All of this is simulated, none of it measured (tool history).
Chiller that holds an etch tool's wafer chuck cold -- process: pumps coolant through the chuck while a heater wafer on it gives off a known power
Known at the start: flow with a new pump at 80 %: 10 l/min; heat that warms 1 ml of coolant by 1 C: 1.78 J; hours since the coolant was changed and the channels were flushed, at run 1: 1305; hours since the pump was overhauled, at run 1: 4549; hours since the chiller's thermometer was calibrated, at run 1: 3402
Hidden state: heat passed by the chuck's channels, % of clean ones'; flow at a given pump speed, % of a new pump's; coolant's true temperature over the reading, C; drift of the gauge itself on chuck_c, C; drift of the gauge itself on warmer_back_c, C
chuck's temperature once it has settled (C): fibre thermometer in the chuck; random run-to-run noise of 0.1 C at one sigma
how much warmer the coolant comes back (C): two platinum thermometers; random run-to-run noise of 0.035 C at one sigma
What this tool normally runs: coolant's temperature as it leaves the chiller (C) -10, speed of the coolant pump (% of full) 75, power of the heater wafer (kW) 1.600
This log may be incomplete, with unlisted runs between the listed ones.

| run | hour | coolant's temperature as it leaves the chiller (C) | speed of the coolant pump (% of full) | power of the heater wafer (kW) | hours since the coolant was changed and the channels were flushed | hours since the pump was overhauled | hours since the chiller's thermometer was calibrated | chuck's temperature once it has settled (C) | how much warmer the coolant comes back (C) |
|---|---|---|---|---|---|---|---|---|---|
| 1 | 0.0 | -10 | 75 | 1.600 | 1305 | 4549 | 3402 | 6.1 | 6.08 |
| 2 | 214.1 | -10 | 75 | 1.600 | 1519 | 4763 | 3616 | 6.0 | 6.07 |
| 3 | 397.2 | -8 | 75 | 1.600 | 1702 | 4947 | 3799 | 8.3 | 6.02 |
| 4 | 530.5 | -10 | 75 | 1.600 | 1836 | 5080 | 3932 | 6.2 | 6.12 |
| 5 | 660.3 | -10 | 75 | 1.600 | 1965 | 5210 | 4062 | 6.1 | 6.07 |
| 6 | 781.0 | -10 | 75 | 0.814 | 2086 | 5330 | 4183 | -1.8 | 3.11 |
| 7 | 908.5 | -10 | 75 | 1.674 | 2214 | 5458 | 4310 | 7.0 | 6.40 |
| 8 | 1009.5 | -10 | 75 | 1.514 | 2315 | 5559 | 4411 | 5.3 | 5.77 |
| 9 | 1156.5 | -10 | 75 | 1.514 | 2462 | 5706 | 4558 | 5.4 | 5.79 |
| 10 | 1319.9 | -10 | 75 | 1.600 | 2625 | 5869 | 4722 | 6.3 | 6.13 |
| 11 | 1496.1 | -14 | 75 | 1.600 | 2801 | 6045 | 4898 | 2.4 | 6.17 |
| 12 | 1673.6 | -10 | 75 | 1.600 | 2979 | 6223 | 5076 | 6.5 | 6.15 |
| 13 | 1763.6 | -10 | 75 | 0.931 | 3069 | 6313 | 5166 | -0.8 | 3.64 |
| 14 | 1855.4 | -10 | 75 | 0.931 | 3161 | 6405 | 5257 | -0.3 | 3.60 |
| 15 | 1973.1 | -11 | 75 | 1.600 | 3278 | 6522 | 5375 | 5.6 | 6.18 |
| 16 | 2124.8 | -11 | 75 | 1.600 | 3430 | 6674 | 5527 | 5.5 | 6.18 |
| 17 | 2303.8 | -6 | 61 | 1.468 | 3609 | 6853 | 5706 | 11.2 | 7.13 |
| 18 | 2402.9 | -6 | 61 | 1.468 | 3708 | 6952 | 5805 | 11.3 | 7.08 |
|  | 2443.9 | chiller's thermometer calibrated |
| 19 | 2565.5 | -8 | 82 | 1.668 | 3870 | 7114 | 122 | 8.8 | 5.86 |
| 20 | 2692.4 | -8 | 82 | 1.668 | 3997 | 7241 | 249 | 8.5 | 5.88 |
| 21 | 2882.0 | -13 | 94 | 2.021 | 4186 | 7430 | 438 | 5.9 | 6.21 |
| 22 | 3086.8 | -5 | 81 | 1.116 | 4391 | 7635 | 643 | 6.4 | 4.05 |
| 23 | 3217.4 | -5 | 81 | 1.116 | 4521 | 7766 | 773 | 6.4 | 4.05 |
| 24 | 3424.1 | -5 | 81 | 1.116 | 4728 | 7972 | 980 | 6.3 | 3.99 |
| 25 | 3584.8 | -5 | 66 | 1.060 | 4889 | 8133 | 1141 | 7.4 | 4.79 |
| 26 | 3717.2 | -5 | 66 | 1.060 | 5021 | 8266 | 1273 | 7.5 | 4.79 |
| 27 | 3831.6 | -5 | 66 | 1.060 | 5136 | 8380 | 1388 | 7.3 | 4.77 |
| 28 | 3997.6 | -5 | 66 | 1.060 | 5302 | 8546 | 1554 | 7.4 | 4.81 |
| 29 | 4119.7 | -15 | 75 | 2.195 | 5424 | 8668 | 1676 | 9.1 | 8.70 |
| 30 | 4278.2 | -15 | 75 | 2.195 | 5582 | 8827 | 1834 | 9.0 | 8.65 |
| 31 | 4406.1 | -15 | 75 | 2.195 | 5710 | 8954 | 1962 | 9.1 | 8.65 |
| 32 | 4532.5 | -15 | 75 | 2.195 | 5837 | 9081 | 2089 | 9.1 | 8.75 |

Consider 3 possible next runs. They are alternatives, not a sequence: every one starts from the tool as it was left by run 32. What does each give?
| A | 4673.8 | -6 | 86 | 0.995 | 5978 | 9222 | 2230 | ? | ? |
| B | 4673.8 | -10 | 98 | 1.600 | 5978 | 9222 | 2230 | ? | ? |
| C | 4673.8 | -14 | 75 | 1.532 | 5978 | 9222 | 2230 | ? | ? |

| run | chuck's temperature once it has settled (C) | how much warmer the coolant comes back (C) |
|---|---|---|
| A | 4.0 | 3.43 |
| B | 4.8 | 4.77 |
| C | 2.9 | 6.07 |
Had the tool no hidden state, the same runs would have come out as:
| run | chuck's temperature once it has settled (C) | how much warmer the coolant comes back (C) |
|---|---|---|
| A | 2.9 | 3.12 |
| B | 3.1 | 4.34 |
| C | 1.0 | 5.52 |
